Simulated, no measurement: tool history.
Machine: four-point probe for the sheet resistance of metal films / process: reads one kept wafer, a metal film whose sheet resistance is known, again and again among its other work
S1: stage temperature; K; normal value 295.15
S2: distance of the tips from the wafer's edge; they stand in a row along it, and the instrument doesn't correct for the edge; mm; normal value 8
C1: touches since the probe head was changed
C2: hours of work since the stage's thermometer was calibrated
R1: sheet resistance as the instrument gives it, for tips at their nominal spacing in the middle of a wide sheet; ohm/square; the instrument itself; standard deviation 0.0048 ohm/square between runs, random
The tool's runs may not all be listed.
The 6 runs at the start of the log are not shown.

run 7 hour=528.8 | S1=298.15 S2=8 | C1=13398 C2=361 | R1=23.699871
run 8 hour=605.6 | S1=298.15 S2=8 | C1=17221 C2=407 | R1=23.693745
run 9 hour=674.0 | S1=295.15 S2=53 | C1=20620 C2=449 | R1=23.708623
run 10 hour=757.9 | S1=295.15 S2=53 | C1=24793 C2=500 | R1=23.692037
run 11 hour=840.4 | S1=301.15 S2=53 | C1=28897 C2=550 | R1=23.567788
run 12 hour=889.7 | S1=301.15 S2=53 | C1=31347 C2=579 | R1=23.568047
run 13 hour=986.3 | S1=301.15 S2=53 | C1=36153 C2=638 | R1=23.551433
run 14 hour=1058.4 | S1=295.15 S2=8 | C1=39737 C2=682 | R1=23.736738
run 15 hour=1106.4 | S1=295.15 S2=8 | C1=42128 C2=711 | R1=23.722684
run 16 hour=1176.4 | S1=295.15 S2=40 | C1=45606 C2=753 | R1=23.678099
run 17 hour=1282.2 | S1=295.15 S2=24 | C1=50867 C2=817 | R1=23.674532
run 18 hour=1354.0 | S1=295.15 S2=24 | C1=54441 C2=861 | R1=23.666769
run 19 hour=1403.3 | S1=295.15 S2=19 | C1=56894 C2=891 | R1=23.669989
-- hour=1411.7 stage's thermometer calibrated
run 20 hour=1507.1 | S1=295.15 S2=19 | C1=62030 C2=58 | R1=23.656660
run 21 hour=1568.0 | S1=295.15 S2=19 | C1=65058 C2=95 | R1=23.646116
run 22 hour=1615.7 | S1=295.15 S2=19 | C1=67430 C2=124 | R1=23.647695
run 23 hour=1699.3 | S1=295.15 S2=6 | C1=71591 C2=174 | R1=23.726332
run 24 hour=1755.9 | S1=306.15 S2=5 | C1=74404 C2=209 | R1=23.532572

Run 25 is up next; what results do you expect?
run 25 hour=1820.3 | S1=306.15 S2=5 | C1=77605 C2=248 | R1=?

R1: 23.526333 ohm/square
On a tool with no hidden condition, and with the same random variation, this run would have come out at R1 23.624480 ohm/square.
